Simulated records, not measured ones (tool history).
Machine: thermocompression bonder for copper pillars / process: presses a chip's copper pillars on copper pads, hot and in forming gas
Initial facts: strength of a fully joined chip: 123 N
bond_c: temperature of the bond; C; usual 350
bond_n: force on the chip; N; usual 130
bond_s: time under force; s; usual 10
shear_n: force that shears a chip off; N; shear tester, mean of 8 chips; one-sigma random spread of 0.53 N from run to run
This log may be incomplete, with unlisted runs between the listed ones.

| run | hour | bond_c | bond_n | bond_s | shear_n |
|---|---|---|---|---|---|
| 1 | 0 | 350 | 130 | 10 | 68.6 |
| 2 | 52.3 | 350 | 130 | 10 | 65.9 |
| 3 | 126.9 | 350 | 130 | 10 | 63.8 |
|  | 193.4 | force cell calibrated |
| 4 | 207.4 | 350 | 130 | 10 | 58.5 |
|  | 218 | heater calibrated with a thermocouple chip |
|  | 242.1 | forming gas filter changed |
| 5 | 261.5 | 350 | 130 | 10 | 61.9 |
| 6 | 324.4 | 335 | 140 | 24 | 73.2 |
| 7 | 388.8 | 335 | 140 | 5 | 40.3 |
| 8 | 448.9 | 355 | 96 | 9 | 43.7 |
|  | 484.1 | forming gas filter changed |
| 9 | 508.4 | 366 | 141 | 7 | 69.4 |
| 10 | 589.3 | 361 | 141 | 7 | 65 |

4 options for the next run, each taken on its own from the tool as it stands now. Forecast them:
| A | 650 | 350 | 113 | 10 | ? |
| B | 650 | 341 | 174 | 10 | ? |
| C | 650 | 325 | 155 | 6 | ? |
| D | 650 | 359 | 108 | 23 | ? |

| run | shear_n |
|---|---|
| A | 50.2 |
| B | 70.6 |
| C | 41.9 |
| D | 71.3 |
Stripped of hidden state, with their random variation kept, the same runs would have yielded:
| run | shear_n |
|---|---|
| A | 54.2 |
| B | 75.7 |
| C | 45.5 |
| D | 76.2 |

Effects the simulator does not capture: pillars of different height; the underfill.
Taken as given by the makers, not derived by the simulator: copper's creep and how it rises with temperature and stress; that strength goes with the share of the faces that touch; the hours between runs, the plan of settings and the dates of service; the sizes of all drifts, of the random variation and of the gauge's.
